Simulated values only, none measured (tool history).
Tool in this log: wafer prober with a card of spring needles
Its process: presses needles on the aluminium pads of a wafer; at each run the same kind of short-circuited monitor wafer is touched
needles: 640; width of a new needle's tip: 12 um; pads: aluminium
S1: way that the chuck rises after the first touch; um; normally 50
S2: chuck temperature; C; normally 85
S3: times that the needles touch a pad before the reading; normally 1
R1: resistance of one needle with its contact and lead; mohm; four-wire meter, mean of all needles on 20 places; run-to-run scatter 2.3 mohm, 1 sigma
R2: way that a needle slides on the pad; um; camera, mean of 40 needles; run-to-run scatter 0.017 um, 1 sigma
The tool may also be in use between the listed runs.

run 1 day=0 | S1=50 S2=85 S3=1 | R1=282 R2=9.42
run 2 day=4.112 | S1=50 S2=85 S3=1 | R1=362 R2=9.36
run 3 day=6.5 | S1=50 S2=85 S3=2 | R1=324 R2=9.29
run 4 day=10.404 | S1=50 S2=85 S3=2 | R1=322 R2=9.02
run 5 day=13.971 | S1=50 S2=85 S3=2 | R1=281 R2=8.96
run 6 day=17.412 | S1=50 S2=85 S3=2 | R1=333 R2=8.84
run 7 day=19.946 | S1=50 S2=85 S3=2 | R1=280 R2=8.78
run 8 day=22 | S1=50 S2=85 S3=1 | R1=406 R2=8.75
run 9 day=25.85 | S1=50 S2=85 S3=1 | R1=363 R2=9.59
run 10 day=28.762 | S1=50 S2=85 S3=1 | R1=348 R2=9.49
run 11 day=31.604 | S1=50 S2=85 S3=1 | R1=300 R2=9.62
run 12 day=34.667 | S1=50 S2=85 S3=1 | R1=278 R2=9.56
run 13 day=36.658 | S1=50 S2=85 S3=1 | R1=396 R2=9.52
run 14 day=38.342 | S1=50 S2=40 S3=1 | R1=272 R2=9.45
run 15 day=41.767 | S1=67 S2=68 S3=1 | R1=300 R2=12.66
run 16 day=44.946 | S1=45 S2=110 S3=3 | R1=301 R2=8.34
run 17 day=47.946 | S1=45 S2=110 S3=3 | R1=301 R2=8.3
run 18 day=50.721 | S1=45 S2=31 S3=3 | R1=323 R2=8.62
run 19 day=52.925 | S1=52 S2=85 S3=2 | R1=329 R2=9.93
run 20 day=56.692 | S1=30 S2=49 S3=2 | R1=505 R2=5.55
run 21 day=60.067 | S1=30 S2=49 S3=1 | R1=414 R2=5.5
run 22 day=61.871 | S1=40 S2=32 S3=1 | R1=437 R2=7.41
run 23 day=63.662 | S1=54 S2=32 S3=1 | R1=398 R2=10.04
run 24 day=65.754 | S1=54 S2=32 S3=2 | R1=304 R2=10.37
run 25 day=69.042 | S1=54 S2=32 S3=2 | R1=332 R2=10.31
run 26 day=73.008 | S1=50 S2=57 S3=2 | R1=283 R2=9.43
run 27 day=76.15 | S1=40 S2=57 S3=2 | R1=380 R2=7.46

Missing from the log above: 104 entries noted between runs. For each, name the pair of listed runs it sits between and say how the tool's hidden condition differs from the listed run just before to the listed run just after:
Logged between run 1 and run 2: tips cleaned on abrasive film (day 0.654); tips cleaned on abrasive film (day 1.308); tips cleaned on abrasive film (day 2.129); tips cleaned on abrasive film (day 2.946); tips cleaned on abrasive film (day 3.762)
  debris on the tips, nm: 7.3 -> 62.9; way that the needles fall short of the set height, um: 1.02 -> 1.52; tips' diameter, um: 16.1 -> 16.28
  difference, measured minus the result without the unlogged condition, R1: +16 -> +97 mohm; R2: -0.2 -> -0.29 um
Logged between run 2 and run 3: tips cleaned on abrasive film (day 4.442); tips cleaned on abrasive film (day 5.258); tips cleaned on abrasive film (day 6.075)
  debris on the tips, nm: 62.9 -> 66.5; way that the needles fall short of the set height, um: 1.52 -> 1.77; tips' diameter, um: 16.28 -> 16.37
  difference, measured minus the result without the unlogged condition, R1: +97 -> +64 mohm; R2: -0.29 -> -0.34 um
Logged between run 3 and run 4: tips cleaned on abrasive film (day 6.829); height of the first contact set anew (day 7.329); tips cleaned on abrasive film (day 7.658); tips cleaned on abrasive film (day 8.475); tips cleaned on abrasive film (day 9.296); tips cleaned on abrasive film (day 10.112)
  debris on the tips, nm: 66.5 -> 51.9; way that the needles fall short of the set height, um: 1.77 -> 3.21; tips' diameter, um: 16.37 -> 16.51
  difference, measured minus the result without the unlogged condition, R1: +64 -> +57 mohm; R2: -0.34 -> -0.62 um
Logged between run 4 and run 5: tips cleaned on abrasive film (day 10.896); tips cleaned on abrasive film (day 11.712); tips cleaned on abrasive film (day 12.533); tips cleaned on abrasive film (day 13.188); tips cleaned on abrasive film (day 13.971)
  debris on the tips, nm: 51.9 -> 8.3; way that the needles fall short of the set height, um: 3.21 -> 3.65; tips' diameter, um: 16.51 -> 16.67
  difference, measured minus the result without the unlogged condition, R1: +57 -> +16 mohm; R2: -0.62 -> -0.7 um
Logged between run 5 and run 6: tips cleaned on abrasive film (day 14.788); tips cleaned on abrasive film (day 15.604); tips cleaned on abrasive film (day 16.258); tips cleaned on abrasive film (day 17.075)
  debris on the tips, nm: 8.3 -> 60.1; way that the needles fall short of the set height, um: 3.65 -> 4.02; tips' diameter, um: 16.67 -> 16.79
  difference, measured minus the result without the unlogged condition, R1: +16 -> +69 mohm; R2: -0.7 -> -0.77 um
Logged between run 6 and run 7: tips cleaned on abrasive film (day 17.742); tips cleaned on abrasive film (day 18.396); tips cleaned on abrasive film (day 19.217); tips cleaned on abrasive film (day 19.946)
  debris on the tips, nm: 60.1 -> 4.2; way that the needles fall short of the set height, um: 4.02 -> 4.38; tips' diameter, um: 16.79 -> 16.92
  difference, measured minus the result without the unlogged condition, R1: +69 -> +14 mohm; R2: -0.77 -> -0.84 um
Logged between run 7 and run 8: tips cleaned on abrasive film (day 20.762); tips cleaned on abrasive film (day 21.579)
  debris on the tips, nm: 4.2 -> 80.4; way that the needles fall short of the set height, um: 4.38 -> 4.59; tips' diameter, um: 16.92 -> 16.99
  difference, measured minus the result without the unlogged condition, R1: +14 -> +146 mohm; R2: -0.84 -> -0.89 um
Logged between run 8 and run 9: tips cleaned on abrasive film (day 22.329); tips cleaned on abrasive film (day 23.146); tips cleaned on abrasive film (day 23.8); height of the first contact set anew (day 23.975); tips cleaned on abrasive film (day 24.629); tips cleaned on abrasive film (day 25.446)
  debris on the tips, nm: 80.4 -> 65.2; way that the needles fall short of the set height, um: 4.59 -> 0.18; tips' diameter, um: 16.99 -> 17.16
  difference, measured minus the result without the unlogged condition, R1: +146 -> +103 mohm; R2: -0.89 -> -0.04 um
Logged between run 9 and run 10: tips cleaned on abrasive film (day 26.179); tips cleaned on abrasive film (day 26.833); tips cleaned on abrasive film (day 27.65); tips cleaned on abrasive film (day 28.471)
  debris on the tips, nm: 65.2 -> 51.3; way that the needles fall short of the set height, um: 0.18 -> 0.5; tips' diameter, um: 17.16 -> 17.27
  difference, measured minus the result without the unlogged condition, R1: +103 -> +85 mohm; R2: -0.04 -> -0.1 um
Logged between run 10 and run 11: tips cleaned on abrasive film (day 29.254); tips cleaned on abrasive film (day 29.908); tips cleaned on abrasive film (day 30.725); height of the first contact set anew, once more (day 31.388); tips cleaned on abrasive film (day 31.554)
  debris on the tips, nm: 51.3 -> 19.1; way that the needles fall short of the set height, um: 0.5 -> 0.09; tips' diameter, um: 17.27 -> 17.39
  difference, measured minus the result without the unlogged condition, R1: +85 -> +37 mohm; R2: -0.1 -> -0.01 um
Logged between run 11 and run 12: tips cleaned on abrasive film (day 32.258); tips cleaned on abrasive film (day 33.075); tips cleaned on abrasive film (day 33.892); tips cleaned on abrasive film (day 34.667)
  debris on the tips, nm: 19.1 -> 6.1; way that the needles fall short of the set height, um: 0.09 -> 0.49; tips' diameter, um: 17.39 -> 17.53
  difference, measured minus the result without the unlogged condition, R1: +37 -> +17 mohm; R2: -0.01 -> -0.09 um
Logged between run 12 and run 13: tips cleaned on abrasive film (day 35.483); tips cleaned on abrasive film (day 36.138)
  debris on the tips, nm: 6.1 -> 81.9; way that the needles fall short of the set height, um: 0.49 -> 0.63; tips' diameter, um: 17.53 -> 17.58
  difference, measured minus the result without the unlogged condition, R1: +17 -> +135 mohm; R2: -0.09 -> -0.12 um
Logged between run 13 and run 14: tips cleaned on abrasive film (day 36.825); tips cleaned on abrasive film (day 37.642); tips cleaned on abrasive film (day 38.342)
  debris on the tips, nm: 81.9 -> 6.5; way that the needles fall short of the set height, um: 0.63 -> 0.93; tips' diameter, um: 17.58 -> 17.69
  difference, measured minus the result without the unlogged condition, R1: +135 -> +19 mohm; R2: -0.12 -> -0.18 um
Logged between run 14 and run 15: tips cleaned on abrasive film (day 39.158); tips cleaned on abrasive film (day 39.975); tips cleaned on abrasive film (day 40.792); tips cleaned on abrasive film (day 41.612)
  debris on the tips, nm: 6.5 -> 40.7; way that the needles fall short of the set height, um: 0.93 -> 1.28; tips' diameter, um: 17.69 -> 17.81
  difference, measured minus the result without the unlogged condition, R1: +19 -> +46 mohm; R2: -0.18 -> -0.25 um
Logged between run 15 and run 16: tips cleaned on abrasive film (day 42.425); tips cleaned on abrasive film (day 43.242); tips cleaned on abrasive film (day 44.058); tips cleaned on abrasive film (day 44.875)
  debris on the tips, nm: 40.7 -> 22; way that the needles fall short of the set height, um: 1.28 -> 1.61; tips' diameter, um: 17.81 -> 17.92
  difference, measured minus the result without the unlogged condition, R1: +46 -> +28 mohm; R2: -0.25 -> -0.31 um
Logged between run 16 and run 17: tips cleaned on abrasive film (day 45.6); tips cleaned on abrasive film (day 46.417); tips cleaned on abrasive film (day 47.075); tips cleaned on abrasive film (day 47.892)
  debris on the tips, nm: 22 -> 22.9; way that the needles fall short of the set height, um: 1.61 -> 1.95; tips' diameter, um: 17.92 -> 18.04
  difference, measured minus the result without the unlogged condition, R1: +28 -> +29 mohm; R2: -0.31 -> -0.38 um
Logged between run 17 and run 18: height of the first contact set anew (day 48.121); tips cleaned on abrasive film (day 48.612); tips cleaned on abrasive film (day 49.429); tips cleaned on abrasive film (day 50.088)
  debris on the tips, nm: 22.9 -> 84.1; way that the needles fall short of the set height, um: 1.95 -> 0.23; tips' diameter, um: 18.04 -> 18.12
  difference, measured minus the result without the unlogged condition, R1: +29 -> +74 mohm; R2: -0.38 -> -0.05 um
Logged between run 18 and run 19: tips cleaned on abrasive film (day 50.888); tips cleaned on abrasive film (day 51.704); tips cleaned on abrasive film (day 52.521)
  debris on the tips, nm: 84.1 -> 70.1; way that the needles fall short of the set height, um: 0.23 -> 0.48; tips' diameter, um: 18.12 -> 18.21
  difference, measured minus the result without the unlogged condition, R1: +74 -> +72 mohm; R2: -0.05 -> -0.09 um
Logged between run 19 and run 20: tips cleaned on abrasive film (day 53.258); tips cleaned on abrasive film (day 54.075); tips cleaned on abrasive film (day 54.729); tips cleaned on abrasive film (day 55.383); tips cleaned on abrasive film (day 56.2)
  debris on the tips, nm: 70.1 -> 76.8; way that the needles fall short of the set height, um: 0.48 -> 0.95; tips' diameter, um: 18.21 -> 18.37
  difference, measured minus the result without the unlogged condition, R1: +72 -> +240 mohm; R2: -0.09 -> -0.18 um
Logged between run 20 and run 21: tips cleaned on abrasive film (day 56.858); tips cleaned on abrasive film (day 57.512); tips cleaned on abrasive film (day 58.333); tips cleaned on abrasive film (day 59.15); tips cleaned on abrasive film (day 59.967)
  debris on the tips, nm: 76.8 -> 25.4; way that the needles fall short of the set height, um: 0.95 -> 1.41; tips' diameter, um: 18.37 -> 18.53
  difference, measured minus the result without the unlogged condition, R1: +240 -> +148 mohm; R2: -0.18 -> -0.27 um
Logged between run 21 and run 22: tips cleaned on abrasive film (day 60.721); tips cleaned on abrasive film (day 61.538)
  debris on the tips, nm: 25.4 -> 59.2; way that the needles fall short of the set height, um: 1.41 -> 1.59; tips' diameter, um: 18.53 -> 18.6
  difference, measured minus the result without the unlogged condition, R1: +148 -> +187 mohm; R2: -0.27 -> -0.31 um
Logged between run 22 and run 23: tips cleaned on abrasive film (day 62.2); tips cleaned on abrasive film (day 63.021)
  debris on the tips, nm: 59.2 -> 86.1; way that the needles fall short of the set height, um: 1.59 -> 1.77; tips' diameter, um: 18.6 -> 18.66
  difference, measured minus the result without the unlogged condition, R1: +187 -> +153 mohm; R2: -0.31 -> -0.34 um
Logged between run 23 and run 24: tips cleaned on abrasive film (day 63.829); tips cleaned on abrasive film (day 64.646); height of the first contact set anew (day 64.821); tips cleaned on abrasive film (day 65.479)
  debris on the tips, nm: 86.1 -> 54.6; way that the needles fall short of the set height, um: 1.77 -> 0.11; tips' diameter, um: 18.66 -> 18.77
  difference, measured minus the result without the unlogged condition, R1: +153 -> +60 mohm; R2: -0.34 -> -0.02 um
Logged between run 24 and run 25: tips cleaned on abrasive film (day 66.246); tips cleaned on abrasive film (day 66.904); tips cleaned on abrasive film (day 67.721); tips cleaned on abrasive film (day 68.538)
  debris on the tips, nm: 54.6 -> 78.7; way that the needles fall short of the set height, um: 0.11 -> 0.48; tips' diameter, um: 18.77 -> 18.9
  difference, measured minus the result without the unlogged condition, R1: +60 -> +86 mohm; R2: -0.02 -> -0.1 um
Logged between run 25 and run 26: tips cleaned on abrasive film (day 69.208); tips cleaned on abrasive film (day 69.862); tips cleaned on abrasive film (day 70.679); tips cleaned on abrasive film (day 71.333); tips cleaned on abrasive film (day 72.15); tips cleaned on abrasive film (day 72.967)
  debris on the tips, nm: 78.7 -> 17.7; way that the needles fall short of the set height, um: 0.48 -> 0.98; tips' diameter, um: 18.9 -> 19.08
  difference, measured minus the result without the unlogged condition, R1: +86 -> +30 mohm; R2: -0.1 -> -0.19 um
Logged between run 26 and run 27: tips cleaned on abrasive film (day 73.662); tips cleaned on abrasive film (day 74.317); tips cleaned on abrasive film (day 75.138); tips cleaned on abrasive film (day 75.792)
  debris on the tips, nm: 17.7 -> 60.6; way that the needles fall short of the set height, um: 0.98 -> 1.37; tips' diameter, um: 19.08 -> 19.22
  difference, measured minus the result without the unlogged condition, R1: +30 -> +123 mohm; R2: -0.19 -> -0.26 um

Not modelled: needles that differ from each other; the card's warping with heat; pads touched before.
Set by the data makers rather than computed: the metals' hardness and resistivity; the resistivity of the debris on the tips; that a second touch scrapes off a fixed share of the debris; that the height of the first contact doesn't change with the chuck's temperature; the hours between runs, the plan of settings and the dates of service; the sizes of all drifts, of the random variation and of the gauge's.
